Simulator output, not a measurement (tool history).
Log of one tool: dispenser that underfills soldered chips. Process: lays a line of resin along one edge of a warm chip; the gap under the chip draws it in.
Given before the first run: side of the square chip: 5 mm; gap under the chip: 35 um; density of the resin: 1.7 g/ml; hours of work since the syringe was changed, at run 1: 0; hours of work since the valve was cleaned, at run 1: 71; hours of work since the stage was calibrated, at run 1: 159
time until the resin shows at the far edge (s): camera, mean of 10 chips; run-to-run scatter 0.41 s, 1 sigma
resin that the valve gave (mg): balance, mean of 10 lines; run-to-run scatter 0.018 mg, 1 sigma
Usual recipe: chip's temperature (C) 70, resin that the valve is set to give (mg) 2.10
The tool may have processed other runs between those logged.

run  hour  chip's temperature (C)  resin that the valve is set to give (mg)  hours of work since the syringe was changed  hours of work since the valve was cleaned  hours of work since the stage was calibrated  time until the resin shows at the far edge (s)  resin that the valve gave (mg)
  1   0.0                      70                                      2.10                                            0                                         71                                           159                                            29.5                            1.98
  2   3.2                      70                                      2.10                                            3                                         73                                           162                                            35.8                            2.01
  3   6.8                      70                                      2.10                                            5                                         76                                           165                                            41.5                            2.02
     10.3  -- new syringe of resin
  4  11.1                      59                                      2.10                                            1                                         79                                           168                                            55.4                            2.00
  5  13.6                      59                                      2.10                                            3                                         81                                           170                                            61.3                            1.99
  6  18.6                      70                                      2.10                                            7                                         85                                           174                                            44.6                            1.96
     20.3  -- new syringe of resin
  7  22.8                      70                                      2.10                                            2                                         88                                           177                                            33.4                            1.99
  8  28.6                      61                                      2.10                                            7                                         93                                           182                                            68.4                            1.97
     30.5  -- new syringe of resin
  9  31.7                      75                                      2.62                                            1                                         95                                           184                                            24.8                            2.46
 10  35.6                      75                                      2.62                                            4                                         98                                           187                                            28.6                            2.48
 11  39.0                      78                                      2.62                                            7                                        101                                           190                                            29.2                            2.48

Some steps in time until the resin shows at the far edge (s), run to run, broken into two amounts with sign: the step expected even without the hidden condition (settings, incoming material, random variation), and the rest, left for the hidden condition together with whatever gauge scatter is not in both the measured and the hidden-condition-free result:
Hidden state at play: resin's viscosity, % of fresh resin's; dose that the valve gives, % of what is set; true chip temperature over the reading, C; drift of the gauge itself on fill_s, %; drift of the gauge itself on given_mg, %.
Run 8 -> 9: chip's temperature (C) 61 -> 75, resin that the valve is set to give (mg) 2.10 -> 2.62, new syringe of resin. time until the resin shows at the far edge (s) -43.6: hidden state -21.2, all else -22.4.
